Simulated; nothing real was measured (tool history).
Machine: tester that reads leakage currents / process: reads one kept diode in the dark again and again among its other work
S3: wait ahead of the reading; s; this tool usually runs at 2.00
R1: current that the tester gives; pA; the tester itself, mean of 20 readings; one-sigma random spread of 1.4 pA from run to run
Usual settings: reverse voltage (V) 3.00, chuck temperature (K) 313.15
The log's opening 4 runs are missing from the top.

run 5 hour=322.3 | reverse_voltage_(V)=18.28 chuck_temperature_(K)=313.15 S3=2.26 | R1=1263.34
-- hour=388.3 tester calibrated
run 6 hour=418.0 | reverse_voltage_(V)=18.28 chuck_temperature_(K)=313.15 S3=2.26 | R1=1258.87
run 7 hour=477.6 | reverse_voltage_(V)=3.00 chuck_temperature_(K)=313.15 S3=1.56 | R1=461.62
run 8 hour=570.1 | reverse_voltage_(V)=3.00 chuck_temperature_(K)=313.15 S3=1.56 | R1=460.60
run 9 hour=652.5 | reverse_voltage_(V)=3.00 chuck_temperature_(K)=313.15 S3=1.56 | R1=459.25
run 10 hour=773.2 | reverse_voltage_(V)=3.00 chuck_temperature_(K)=313.15 S3=1.56 | R1=460.04
-- hour=876.8 chuck's temperature calibrated
run 11 hour=905.1 | reverse_voltage_(V)=3.00 chuck_temperature_(K)=312.15 S3=2.00 | R1=424.46
run 12 hour=1035.6 | reverse_voltage_(V)=3.00 chuck_temperature_(K)=312.15 S3=2.00 | R1=423.54
run 13 hour=1154.7 | reverse_voltage_(V)=3.00 chuck_temperature_(K)=313.15 S3=2.00 | R1=460.21
run 14 hour=1227.3 | reverse_voltage_(V)=3.00 chuck_temperature_(K)=313.15 S3=2.00 | R1=460.79
run 15 hour=1349.8 | reverse_voltage_(V)=3.00 chuck_temperature_(K)=313.15 S3=2.00 | R1=459.41
run 16 hour=1444.8 | reverse_voltage_(V)=3.00 chuck_temperature_(K)=313.15 S3=2.00 | R1=463.95
run 17 hour=1535.8 | reverse_voltage_(V)=3.00 chuck_temperature_(K)=313.15 S3=2.00 | R1=458.68
run 18 hour=1594.1 | reverse_voltage_(V)=1.37 chuck_temperature_(K)=313.15 S3=2.00 | R1=297.29
run 19 hour=1655.2 | reverse_voltage_(V)=1.37 chuck_temperature_(K)=313.15 S3=2.00 | R1=296.93
run 20 hour=1752.8 | reverse_voltage_(V)=1.37 chuck_temperature_(K)=313.15 S3=2.00 | R1=299.80
run 21 hour=1832.0 | reverse_voltage_(V)=1.37 chuck_temperature_(K)=313.15 S3=2.00 | R1=295.59
run 22 hour=1950.7 | reverse_voltage_(V)=1.37 chuck_temperature_(K)=313.15 S3=2.00 | R1=296.98
run 23 hour=2039.4 | reverse_voltage_(V)=1.37 chuck_temperature_(K)=313.15 S3=2.00 | R1=297.28
run 24 hour=2133.9 | reverse_voltage_(V)=1.37 chuck_temperature_(K)=313.15 S3=2.00 | R1=297.02
run 25 hour=2242.9 | reverse_voltage_(V)=2.53 chuck_temperature_(K)=315.15 S3=2.00 | R1=485.87

For run 26, what comes out?
run 26 hour=2297.2 | reverse_voltage_(V)=12.73 chuck_temperature_(K)=312.15 S3=3.11 | R1=?

Run 26 came out at R1 953.54 pA.
Were there no unlogged condition in the tool, this run, its random variation unchanged, would have produced R1 951.99 pA.
